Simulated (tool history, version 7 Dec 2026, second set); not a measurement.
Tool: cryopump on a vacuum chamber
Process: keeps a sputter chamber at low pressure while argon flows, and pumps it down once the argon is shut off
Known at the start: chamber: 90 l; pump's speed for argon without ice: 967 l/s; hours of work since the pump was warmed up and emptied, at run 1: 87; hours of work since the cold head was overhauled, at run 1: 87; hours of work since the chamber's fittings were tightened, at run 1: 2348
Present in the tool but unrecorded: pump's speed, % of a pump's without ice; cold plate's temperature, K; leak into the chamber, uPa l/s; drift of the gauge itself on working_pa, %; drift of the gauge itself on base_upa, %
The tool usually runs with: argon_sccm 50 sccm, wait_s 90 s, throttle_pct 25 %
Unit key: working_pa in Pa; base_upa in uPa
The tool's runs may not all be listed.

run,hour,argon_sccm,wait_s,throttle_pct,hours of work since the pump was warmed up and emptied,hours of work since the cold head was overhauled,hours of work since the chamber's fittings were tightened,working_pa,base_upa
1,0,50,90,25,87,87,2348,0.3544,2.02
2,12.5,50,90,25,95,95,2356,0.3538,2.04
3,22.1,50,90,25,101,101,2362,0.355,2.1
4,33.4,50,90,25,109,109,2370,0.354,2.05
5,44.1,50,90,25,116,116,2377,0.3532,2.08
6,56.7,50,90,25,124,124,2385,0.3536,2.08
7,66.9,60,90,25,130,130,2391,0.4268,2.15
8,73.7,60,90,25,135,135,2396,0.4251,2.13
9,86.2,50,90,25,143,143,2404,0.3562,2.1
10,96.3,50,90,25,149,149,2410,0.3542,2.19
11,106.7,50,90,25,156,156,2417,0.3542,2.13
12,115.6,50,90,25,162,162,2423,0.3529,2.09
13,130.7,88,205,25,171,171,2432,0.6237,1.85
14,138.4,21,90,35,176,176,2437,0.1077,2.15

What does the tool deliver on the next run?
15,147.9,21,90,35,183,183,2444,?,?

{"run 15": {"working_pa": 0.1073, "base_upa": 2.18}}
Were there no unlogged condition in the tool, this run, its random variation unchanged, would have produced working_pa 0.1048 Pa, base_upa 0.8 uPa.
